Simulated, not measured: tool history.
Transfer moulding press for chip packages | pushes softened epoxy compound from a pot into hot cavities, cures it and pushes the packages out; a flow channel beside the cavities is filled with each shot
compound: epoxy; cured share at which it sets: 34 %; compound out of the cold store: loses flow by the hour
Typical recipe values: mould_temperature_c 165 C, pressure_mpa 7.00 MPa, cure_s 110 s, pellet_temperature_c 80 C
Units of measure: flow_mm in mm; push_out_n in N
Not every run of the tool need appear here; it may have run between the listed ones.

run,hour,mould_temperature_c,pressure_mpa,cure_s,pellet_temperature_c,incoming compound's hours out of the cold store,flow_mm,push_out_n
1,0.0,165,7.00,110,80,45.4,672,533
2,38.1,165,7.17,110,80,9.7,767,560
# hour 47.0: cavities cleaned with cleaning compound and waxed
# hour 67.7: plunger's sealing rings changed
3,67.7,165,7.17,110,80,45.0,673,536
4,84.9,165,7.00,110,78,47.1,663,550
5,114.6,165,7.00,110,78,19.2,735,570
# hour 135.3: cavities cleaned with cleaning compound and waxed
6,141.8,165,7.00,110,78,44.3,671,550
7,171.0,165,7.00,110,78,34.3,693,550
# hour 178.4: mould's thermocouples calibrated
8,196.6,165,7.00,110,78,29.9,707,588
# hour 226.0: cavities cleaned with cleaning compound and waxed
9,237.6,165,7.00,110,80,18.4,734,571
10,254.4,165,7.00,110,80,17.9,737,568
11,275.9,165,7.00,112,80,12.9,754,555
12,300.9,165,7.00,112,80,22.1,727,552
# hour 312.0: cavities cleaned with cleaning compound and waxed
13,333.7,165,7.00,112,80,45.7,666,525
14,354.8,165,7.00,110,80,20.0,731,549
15,381.2,165,7.00,110,80,31.8,700,549

Run 16 has not been measured yet. What should we expect?
# hour 398.2: cavities cleaned with cleaning compound and waxed
16,414.7,165,6.70,110,80,15.9,?,?

flow_mm: 727 mm
push_out_n: 564 N
Minus the tool's unlogged condition, the same run would have read flow_mm 728 mm, push_out_n 562 N.
